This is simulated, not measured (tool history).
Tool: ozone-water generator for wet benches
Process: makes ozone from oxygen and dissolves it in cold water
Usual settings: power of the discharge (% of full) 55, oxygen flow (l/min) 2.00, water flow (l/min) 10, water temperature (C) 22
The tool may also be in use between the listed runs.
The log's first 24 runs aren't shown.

run      day  power of the discharge (% of full)  oxygen flow (l/min)  water flow (l/min)  water temperature (C)  dissolved ozone (ppm)  ozone in the gas ahead of the water (g/m3)
 25  107.554                                  55                 3.45                  10                     14                   11.1                                       100.3
 26  112.658                                  55                 3.45                  10                     14                   11.0                                       100.2
 27  117.671                                  77                 2.94                  10                     26                   10.9                                       133.2
 28  121.638                                  77                 2.94                  10                     26                   11.1                                       132.3
 29  126.492                                  49                 1.24                  11                     27                    7.5                                       160.8
 30  131.988                                  55                 3.46                   7                     22                   12.1                                        99.7
 31  136.112                                  42                 3.46                  10                     22                    8.1                                        85.4
 32  139.417                                  42                 3.46                  10                     22                    8.1                                        84.8

3 ways to go on from here, each from the tool as it stands after run 32. What would each give?
  A  142.554                                  55                 2.00                   7                     18                      ?                                           ?
  B  142.554                                  49                 3.46                  12                     23                      ?                                           ?
  C  142.554                                  42                 3.46                  10                     18                      ?                                           ?

run  dissolved ozone (ppm)  ozone in the gas ahead of the water (g/m3)
  A                   13.7                                       133.6
  B                    7.7                                        92.9
  C                    8.4                                        85.8
Without the tool's hidden state the same runs would have given:
run  dissolved ozone (ppm)  ozone in the gas ahead of the water (g/m3)
  A                   14.8                                       141.6
  B                    8.3                                        98.1
  C                    9.0                                        89.9
